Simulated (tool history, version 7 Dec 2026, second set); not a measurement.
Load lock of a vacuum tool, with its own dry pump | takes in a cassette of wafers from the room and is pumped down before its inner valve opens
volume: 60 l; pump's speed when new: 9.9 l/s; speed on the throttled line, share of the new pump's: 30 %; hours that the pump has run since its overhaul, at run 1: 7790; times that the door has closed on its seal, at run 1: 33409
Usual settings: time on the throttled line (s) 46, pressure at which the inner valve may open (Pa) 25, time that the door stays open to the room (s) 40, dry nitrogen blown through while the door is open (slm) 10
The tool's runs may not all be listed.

run,hour,time on the throttled line (s),pressure at which the inner valve may open (Pa),time that the door stays open to the room (s),dry nitrogen blown through while the door is open (slm),hours that the pump has run since its overhaul,times that the door has closed on its seal,"incoming humidity of the room's air, %",time from the closed door until the inner valve may open (s),rise of the pressure with all valves shut (Pa/min)
1,0.0,46,25,40,10,7790,33409,47.9,86.1,0.380
2,101.7,46,25,40,10,7891,33639,47.2,85.0,0.378
3,219.4,46,25,40,10,8009,33904,45.2,86.3,0.391
4,412.5,46,25,40,10,8202,34340,51.8,85.3,0.401
5,532.0,46,25,205,10,8322,34609,45.6,86.4,0.458
6,755.7,46,25,40,10,8545,35114,43.7,86.4,0.410
7,948.0,46,25,40,10,8738,35547,46.7,87.4,0.413
8,1179.2,46,25,40,10,8969,36069,44.1,87.3,0.427
9,1342.3,46,31,40,10,9132,36437,47.9,85.6,0.432
10,1524.8,46,25,40,10,9315,36849,45.3,86.3,0.430
# hour 1615.1: door's seal changed, seat wiped
11,1723.6,46,25,40,10,9512,245,44.8,87.6,0.026
12,1952.1,46,25,40,10,9740,760,43.4,85.6,0.035
13,2171.3,46,25,40,10,9960,1255,45.7,86.8,0.033
14,2358.1,46,25,40,10,10146,1676,45.5,87.7,0.041
15,2573.6,46,25,40,10,10362,2162,45.9,88.4,0.037
16,2814.4,46,25,40,10,10603,2705,43.0,88.0,0.040
17,2979.8,46,25,40,10,10768,3078,41.7,87.8,0.039
18,3222.3,46,25,40,10,11011,3625,45.1,87.0,0.046
19,3406.0,24,40,48,10,11194,4040,44.2,70.1,0.047
20,3593.2,46,25,44,10,11381,4462,45.4,87.4,0.052
21,3715.5,92,19,40,33,11504,4738,45.6,121.1,0.042
22,3953.8,92,19,40,33,11742,5275,43.6,122.4,0.046
23,4085.9,57,26,61,7,11874,5573,45.0,95.1,0.077
24,4187.8,52,23,26,34,11976,5803,41.4,92.8,0.045
25,4316.8,85,25,164,10,12105,6094,43.3,112.7,0.111
26,4448.9,84,37,28,16,12237,6392,46.9,109.7,0.047
27,4566.9,48,25,214,26,12355,6658,41.5,89.9,0.100
28,4782.4,48,25,214,26,12571,7145,44.9,89.3,0.105
29,5000.1,48,25,214,26,12788,7636,46.8,89.9,0.111
30,5185.2,48,25,214,26,12973,8053,43.9,89.8,0.110
31,5356.8,48,25,214,6,13145,8440,43.3,90.1,0.149
32,5546.1,46,25,40,5,13334,8867,44.6,89.6,0.078
33,5766.0,46,25,40,5,13554,9363,46.2,87.7,0.083
34,5881.5,46,32,40,10,13670,9624,45.4,87.2,0.081
35,6097.1,46,25,40,8,13885,10110,45.7,89.0,0.094
36,6236.5,88,25,50,16,14025,10425,42.5,117.2,0.089

Forecast each of these 5 alternatives for the next run:
A,6381.6,70,25,50,16,14170,10752,46.1,?,?
B,6381.6,41,25,67,16,14170,10752,44.8,?,?
C,6381.6,33,25,40,10,14170,10752,41.3,?,?
D,6381.6,88,25,95,6,14170,10752,47.7,?,?
E,6381.6,88,48,89,10,14170,10752,42.5,?,?

run,time from the closed door until the inner valve may open (s),rise of the pressure with all valves shut (Pa/min)
A,103.8,0.096
B,86.9,0.107
C,80.7,0.091
D,116.8,0.124
E,112.3,0.110
Without the tool's hidden state the same runs would have given:
run,time from the closed door until the inner valve may open (s),rise of the pressure with all valves shut (Pa/min)
A,98.5,0.036
B,79.9,0.046
C,73.2,0.030
D,112.2,0.065
E,108.6,0.049
